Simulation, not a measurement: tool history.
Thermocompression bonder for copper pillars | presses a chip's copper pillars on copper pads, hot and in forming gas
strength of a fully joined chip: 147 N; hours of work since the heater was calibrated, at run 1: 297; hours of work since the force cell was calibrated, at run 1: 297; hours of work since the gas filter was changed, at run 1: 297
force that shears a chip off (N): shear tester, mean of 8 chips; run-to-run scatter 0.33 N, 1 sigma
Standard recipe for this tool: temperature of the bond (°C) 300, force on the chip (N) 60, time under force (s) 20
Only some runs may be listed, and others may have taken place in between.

| run | hour | temperature of the bond (°C) | force on the chip (N) | time under force (s) | hours of work since the heater was calibrated | hours of work since the force cell was calibrated | hours of work since the gas filter was changed | force that shears a chip off (N) |
|---|---|---|---|---|---|---|---|---|
| 1 | 0 | 300 | 60 | 20 | 297 | 297 | 297 | 100.5 |
|  | 20.8 | forming gas filter changed |
| 2 | 45.4 | 300 | 60 | 17 | 320 | 320 | 13 | 99.4 |
| 3 | 83.8 | 300 | 60 | 17 | 340 | 340 | 33 | 100 |
| 4 | 127.9 | 300 | 60 | 17 | 363 | 363 | 56 | 99.1 |
| 5 | 153 | 300 | 60 | 17 | 376 | 376 | 69 | 99.9 |
| 6 | 212.3 | 300 | 60 | 17 | 407 | 407 | 100 | 100 |
| 7 | 272.4 | 300 | 60 | 20 | 438 | 438 | 131 | 104 |
| 8 | 315.7 | 300 | 60 | 20 | 461 | 461 | 153 | 104.2 |
|  | 321.2 | force cell calibrated |
| 9 | 368.6 | 300 | 60 | 20 | 487 | 25 | 180 | 103.7 |
|  | 417.1 | heater calibrated with a thermocouple chip |
| 10 | 418.7 | 300 | 60 | 20 | 1 | 50 | 205 | 95.4 |
| 11 | 447.5 | 300 | 78 | 20 | 16 | 65 | 220 | 104.7 |
| 12 | 476.9 | 324 | 70 | 15 | 31 | 80 | 235 | 106.7 |
| 13 | 505.2 | 275 | 43 | 15 | 46 | 95 | 250 | 61.9 |
| 14 | 549 | 271 | 57 | 32 | 69 | 117 | 273 | 87.3 |
|  | 587 | force cell calibrated, once more |
| 15 | 593 | 271 | 52 | 32 | 91 | 3 | 295 | 86.1 |
|  | 617.3 | forming gas filter changed |
| 16 | 635.1 | 271 | 52 | 32 | 112 | 25 | 9 | 89.6 |
| 17 | 682.1 | 301 | 60 | 20 | 137 | 49 | 34 | 102.9 |
| 18 | 736.6 | 301 | 60 | 20 | 165 | 78 | 62 | 102 |
| 19 | 793.4 | 301 | 65 | 20 | 195 | 107 | 92 | 105.1 |

Pick out some run-to-run changes in force that shears a chip off (N). Of each, how much would a tool without hidden state show as well, from the settings, what came in and chance, and how much is left for the hidden state and any gauge scatter not in both results compared?
What the log doesn't record here: true temperature of the bond over the reading, C; force that reaches the chip, % of what is set; oxide that the forming gas leaves, % of the face; drift of the gauge itself on shear_n, %.
Run 9 -> 10: heater calibrated with a thermocouple chip. force that shears a chip off (N) -8.3: hidden state -7.6, all else -0.7.
Run 12 -> 13: temperature of the bond (°C) 324 -> 275, force on the chip (N) 70 -> 43. force that shears a chip off (N) -44.8: hidden state +1.8, all else -46.6.

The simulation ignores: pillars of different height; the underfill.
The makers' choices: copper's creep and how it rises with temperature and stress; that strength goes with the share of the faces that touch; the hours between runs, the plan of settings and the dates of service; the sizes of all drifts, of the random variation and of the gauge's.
